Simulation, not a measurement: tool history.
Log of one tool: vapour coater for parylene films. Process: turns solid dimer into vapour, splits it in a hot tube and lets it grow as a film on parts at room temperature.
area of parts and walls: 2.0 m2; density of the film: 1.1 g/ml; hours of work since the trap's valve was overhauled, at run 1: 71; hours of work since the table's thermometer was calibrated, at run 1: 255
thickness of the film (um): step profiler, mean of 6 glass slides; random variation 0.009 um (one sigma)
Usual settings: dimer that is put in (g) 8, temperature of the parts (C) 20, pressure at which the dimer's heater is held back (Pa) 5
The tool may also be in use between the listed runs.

run    day  dimer that is put in (g)  temperature of the parts (C)  pressure at which the dimer's heater is held back (Pa)  hours of work since the trap's valve was overhauled  hours of work since the table's thermometer was calibrated  thickness of the film (um)
  1      0                         8                            20                                                       5                                                   71                                                         255                        1.65
  2  0.675                         8                            20                                                       5                                                   80                                                         264                       1.668
  3   1.05                         8                            20                                                       5                                                   85                                                         269                       1.653
  4  1.762                         8                            20                                                       5                                                   94                                                         279                       1.657
  5  2.379                         8                            20                                                       5                                                  103                                                         287                       1.642
  6  2.912                         8                            20                                                       5                                                  110                                                         294                       1.625
  7  3.812                         8                            20                                                       5                                                  121                                                         306                       1.624
  8  4.679                         8                            20                                                       5                                                  133                                                         317                       1.615
  9  5.438                         8                            20                                                    8.17                                                  143                                                         327                       1.513
 10  6.342                         8                            20                                                    8.17                                                  155                                                         339                       1.517
 11  7.171                         8                            20                                                    8.17                                                  166                                                         350                       1.494
 12  7.633                         8                            20                                                    8.17                                                  172                                                         356                       1.499
 13  8.175                         8                            20                                                    8.17                                                  179                                                         363                       1.491
 14  8.729                         8                            20                                                    8.17                                                  186                                                         370                       1.499
     8.854  -- table's thermometer calibrated
 15  9.254                         8                            20                                                    8.17                                                  192                                                           5                       1.489
 16  9.862                         8                            20                                                    4.81                                                  200                                                          13                       1.599
 17  10.65                         7                            20                                                    7.87                                                  211                                                          24                       1.303

Run 18 comes next. What will it give?
     10.817  -- table's thermometer calibrated, once more
 18  11.471                         4                            20                                                    2.08                                                  221                                                           9                           ?

{"run 18": {"thickness of the film (um)": 0.87}}
Without the tool's hidden state the same run would have given thickness of the film (um) 0.955.
